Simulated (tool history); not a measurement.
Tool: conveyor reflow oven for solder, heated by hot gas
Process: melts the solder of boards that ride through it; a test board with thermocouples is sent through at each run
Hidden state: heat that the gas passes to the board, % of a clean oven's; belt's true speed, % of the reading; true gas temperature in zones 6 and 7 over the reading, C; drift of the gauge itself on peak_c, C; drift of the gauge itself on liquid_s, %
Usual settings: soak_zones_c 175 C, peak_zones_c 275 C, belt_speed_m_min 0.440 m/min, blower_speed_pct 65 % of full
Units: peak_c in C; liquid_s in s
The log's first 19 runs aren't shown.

run	hour	soak_zones_c	peak_zones_c	belt_speed_m_min	blower_speed_pct	hours of work since the flux was cleaned out	hours of work since the belt drive was overhauled	hours of work since the thermocouples were changed	peak_c	liquid_s
20	151.1	175	269	0.356	67	84	249	236	259.0	83.4
# hour 157.0: flux residue cleaned out of gas plates and filters
21	166.0	175	279	0.356	62	5	254	241	266.9	88.3
22	175.0	161	279	0.356	62	9	259	245	265.4	81.7
23	184.3	162	290	0.353	51	14	264	250	273.0	87.4
24	194.8	162	290	0.353	51	20	270	256	272.9	87.3
25	199.8	172	290	0.481	63	23	272	259	265.1	62.4
# hour 207.4: flux residue cleaned out of gas plates and filters, once more
26	210.6	174	263	0.484	65	2	275	262	244.7	48.7
27	219.0	174	263	0.484	65	6	280	266	244.7	48.8
28	224.5	175	278	0.384	65	9	283	269	265.3	80.7
29	230.6	175	275	0.369	65	12	286	272	263.7	83.4
30	238.3	175	275	0.440	71	16	290	276	259.3	66.4

4 ways to go on from here, each from the tool as it stands after run 30. What would each give?
A	244.6	166	275	0.459	75	20	293	280	?	?
B	244.6	175	271	0.463	65	20	293	280	?	?
C	244.6	175	270	0.440	79	20	293	280	?	?
D	244.6	188	275	0.387	65	20	293	280	?	?

run	peak_c	liquid_s
A	257.1	59.3
B	253.0	58.2
C	256.5	64.9
D	264.1	85.3
Without the tool's hidden state the same runs would have given:
run	peak_c	liquid_s
A	255.9	58.3
B	251.9	57.1
C	255.3	63.9
D	262.9	84.2
